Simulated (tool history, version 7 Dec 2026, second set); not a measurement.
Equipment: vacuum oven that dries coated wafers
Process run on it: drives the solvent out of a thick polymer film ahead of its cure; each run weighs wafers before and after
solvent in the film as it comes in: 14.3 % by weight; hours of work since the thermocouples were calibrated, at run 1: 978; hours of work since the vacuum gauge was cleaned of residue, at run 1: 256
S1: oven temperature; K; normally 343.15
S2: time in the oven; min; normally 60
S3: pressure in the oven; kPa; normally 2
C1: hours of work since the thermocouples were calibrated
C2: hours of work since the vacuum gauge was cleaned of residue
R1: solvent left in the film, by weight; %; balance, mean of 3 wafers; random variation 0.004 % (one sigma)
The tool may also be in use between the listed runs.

run     day      S1   S2    S3    C1   C2     R1
  1       0  343.15   60     2   978  256  2.322
  2   0.604  358.15   60     2   984  263  1.071
  3   1.225  358.15   60     2   992  270  1.079
  4   1.642  358.15   60     2   996  275  1.072
  5   2.188  352.15   60     2  1002  281  1.403
  6   2.592  333.15   60     2  1007  285  4.381
  7   2.871  333.15   60     2  1010  289  4.385
  8   3.475  355.15   60     2  1017  295  1.223
  9   3.804  355.15   60  1.86  1021  299  1.143
 10   4.171  355.15   39  1.86  1025  303  1.316
 11   4.767  355.15   39  1.86  1032  310  1.314
 12   5.321  355.15   39  1.86  1038  316  1.321
 13   5.758  355.15   39  1.86  1043  321  1.317
 14   6.225  355.15   39  3.29  1048  327  2.139
 15   6.492  355.15   39  3.29  1052  330  2.144
 16   6.929  355.15   39  3.29  1056  335  2.139
 17   7.479  343.15   60     2  1063  341  2.322
 18   8.133  343.15   60     2  1070  348  2.319
 19   8.758  343.15   60     2  1077  356  2.323
 20   9.046  343.15   60     2  1081  359  2.322
      9.133  -- vacuum gauge cleaned of residue and calibrated
 21   9.712  343.15   78     2  1087    7  2.104
 22  10.079  343.15   60     2  1092   11  2.334
     10.554  -- vacuum gauge cleaned of residue and calibrated, once more
 23  10.633  343.15   60     2  1097    1  2.276
 24  11.242  343.15   60   1.3  1104    8   1.63
 25  11.654  343.15   60   1.3  1109   13  1.626
 26      12  343.15   60   1.3  1113   16  1.621
 27  12.412  335.15   60  4.13  1118   21  6.401
 28      13  335.15   60  4.13  1124   28    6.4
 29  13.412  335.15   60  4.13  1129   33  6.388
 30  13.946  348.15   54  4.13  1135   39  3.388
 31  14.604  331.15   60  1.18  1143   46  3.736
 32  14.912  356.15   60     2  1146   50  1.133
 33  15.488  354.15   80  7.81  1153   56  4.757
 34  15.921  343.15   47  6.59  1157   61  6.763
 35  16.433  343.15   60  1.58  1163   67  1.888
 36  16.762  343.15   88     2  1167   71  1.992
 37  17.175  329.15   38   2.4  1172   75  7.354
 38  17.796  329.15   38   2.4  1179   83  7.338
 39  18.158  329.15   38   2.4  1183   87  7.345
 40   18.55  346.15   52  1.22  1187   91  1.404
 41   18.85  343.15   44  2.23  1191   95  2.992
 42   19.15  343.15   44  2.23  1194   98  2.995
 43  19.608  343.15  104  4.78  1199  103  4.572
 44  19.892  338.15   70   6.2  1203  106  7.605
 45  20.475  338.15   70   6.2  1209  113  7.591
 46  21.025  338.15   70   6.2  1216  119  7.577

Subtracting, for every run, the result it would have given without the tool's unlogged condition from the measured result gives the following. The same run-to-run variation enters both numbers; the gauge's scatter may not:
Hidden conditions of the tool in this case: true wafer temperature over the reading, C; true pressure over the reading, kPa; drift of the gauge itself on solvent_pct, %.
run      R1
  1  -0.188
  2  -0.049
  3  -0.049
  4  -0.048
  5  -0.081
  6   -0.35
  7   -0.35
  8  -0.061
  9  -0.057
 10  -0.109
 11  -0.108
 12  -0.108
 13  -0.108
 14  -0.154
 15  -0.155
 16  -0.155
 17  -0.191
 18  -0.191
 19  -0.192
 20  -0.191
 21  -0.127
 22   -0.18
 23  -0.239
 24  -0.201
 25  -0.201
 26  -0.201
 27  -0.522
 28  -0.524
 29  -0.524
 30  -0.277
 31   -0.41
 32  -0.082
 33  -0.313
 34  -0.523
 35  -0.217
 36  -0.167
 37  -0.496
 38  -0.496
 39  -0.497
 40  -0.182
 41   -0.33
 42  -0.331
 43  -0.335
 44  -0.595
 45  -0.595
 46  -0.596
